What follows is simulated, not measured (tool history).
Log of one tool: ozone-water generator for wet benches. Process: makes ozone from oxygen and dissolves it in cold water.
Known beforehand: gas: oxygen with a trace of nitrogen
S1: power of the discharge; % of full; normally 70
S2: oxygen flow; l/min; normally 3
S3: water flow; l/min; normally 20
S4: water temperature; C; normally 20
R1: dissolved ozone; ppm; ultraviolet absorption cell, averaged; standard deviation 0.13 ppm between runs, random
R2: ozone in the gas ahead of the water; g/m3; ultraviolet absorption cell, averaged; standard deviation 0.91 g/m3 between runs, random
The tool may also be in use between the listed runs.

run 1 hour=0 | S1=70 S2=3 S3=20 S4=20 | R1=12.2 R2=149.3
run 2 hour=122.2 | S1=70 S2=3 S3=20 S4=20 | R1=11.9 R2=149.2
run 3 hour=317.2 | S1=70 S2=1.86 S3=20 S4=20 | R1=10.6 R2=185.9
run 4 hour=415.8 | S1=70 S2=1.86 S3=20 S4=20 | R1=10.5 R2=184.5
run 5 hour=585.1 | S1=70 S2=3 S3=20 S4=20 | R1=12 R2=148.9
run 6 hour=805.2 | S1=70 S2=3 S3=20 S4=20 | R1=12 R2=149.5
run 7 hour=1013.7 | S1=42 S2=3 S3=20 S4=20 | R1=9.2 R2=114.3
run 8 hour=1186.9 | S1=42 S2=3 S3=20 S4=20 | R1=9.3 R2=114.4
run 9 hour=1328.9 | S1=70 S2=1.51 S3=20 S4=20 | R1=9.7 R2=199.8
run 10 hour=1466.3 | S1=70 S2=1.51 S3=20 S4=20 | R1=9.7 R2=200.1
run 11 hour=1671.4 | S1=70 S2=1.51 S3=20 S4=20 | R1=9.7 R2=199.6
run 12 hour=1891 | S1=70 S2=1.51 S3=15 S4=20 | R1=12.4 R2=200.9
-- hour=1947.2 contactor cleaned
run 13 hour=2059.8 | S1=70 S2=1.51 S3=15 S4=20 | R1=12.6 R2=197.5
run 14 hour=2227.3 | S1=70 S2=1.51 S3=15 S4=20 | R1=12.7 R2=198
run 15 hour=2453.4 | S1=70 S2=3 S3=20 S4=20 | R1=11.8 R2=144
-- hour=2471.9 water thermometer calibrated
run 16 hour=2592.4 | S1=70 S2=3 S3=31 S4=20 | R1=8.2 R2=143
run 17 hour=2737.5 | S1=70 S2=1.74 S3=29 S4=17 | R1=7.2 R2=184.1
run 18 hour=2885.3 | S1=70 S2=3 S3=18 S4=27 | R1=11.9 R2=144.7
run 19 hour=2999.4 | S1=94 S2=3 S3=27 S4=27 | R1=9.9 R2=164.6
run 20 hour=3195.9 | S1=41 S2=3 S3=20 S4=14 | R1=9.3 R2=109.1
run 21 hour=3377.6 | S1=47 S2=2.43 S3=18 S4=12 | R1=10.9 R2=129.3
run 22 hour=3489.3 | S1=70 S2=3.29 S3=20 S4=22 | R1=11.6 R2=135.5
run 23 hour=3709.7 | S1=46 S2=2.26 S3=20 S4=20 | R1=8.9 R2=129.7
-- hour=3739.3 water thermometer calibrated, once more
run 24 hour=3909.1 | S1=40 S2=3 S3=29 S4=17 | R1=6.5 R2=108
run 25 hour=4072.1 | S1=40 S2=3 S3=29 S4=17 | R1=6.6 R2=108
run 26 hour=4251.8 | S1=40 S2=3 S3=29 S4=17 | R1=6.5 R2=106.7
run 27 hour=4397.7 | S1=45 S2=3 S3=20 S4=20 | R1=9.3 R2=114.1
run 28 hour=4502.9 | S1=70 S2=2.72 S3=20 S4=13 | R1=11.8 R2=146.1
run 29 hour=4612.5 | S1=54 S2=3.13 S3=23 S4=13 | R1=9.6 R2=121.1

How would selected steps in R1 from run to run divide? Give the signed amount a tool lacking its hidden state would still show from settings, what came in and random variation, and the signed amount left for the hidden state, including any gauge scatter that is not in both of the compared results.
The hidden state here: yield of the discharge, % of new electrodes'; contactor's efficiency, % of a clean one's; true water temperature over the reading, C; drift of the gauge itself on ozone_ppm, %; drift of the gauge itself on gas_g_m3, %.
Run 15 -> 16: S3 20 -> 31, water thermometer calibrated. R1 -3.6 ppm: hidden state +0.1, all else -3.7.
Run 17 -> 18: S2 1.74 -> 3, S3 29 -> 18, S4 17 -> 27. R1 +4.7 ppm: hidden state -0.2, all else +4.9.
Run 22 -> 23: S1 70 -> 46, S2 3.29 -> 2.26, S4 22 -> 20. R1 -2.7 ppm: hidden state +0.4, all else -3.1.
Run 27 -> 28: S1 45 -> 70, S2 3 -> 2.72, S4 20 -> 13. R1 +2.5 ppm: hidden state -0.4, all else +2.9.

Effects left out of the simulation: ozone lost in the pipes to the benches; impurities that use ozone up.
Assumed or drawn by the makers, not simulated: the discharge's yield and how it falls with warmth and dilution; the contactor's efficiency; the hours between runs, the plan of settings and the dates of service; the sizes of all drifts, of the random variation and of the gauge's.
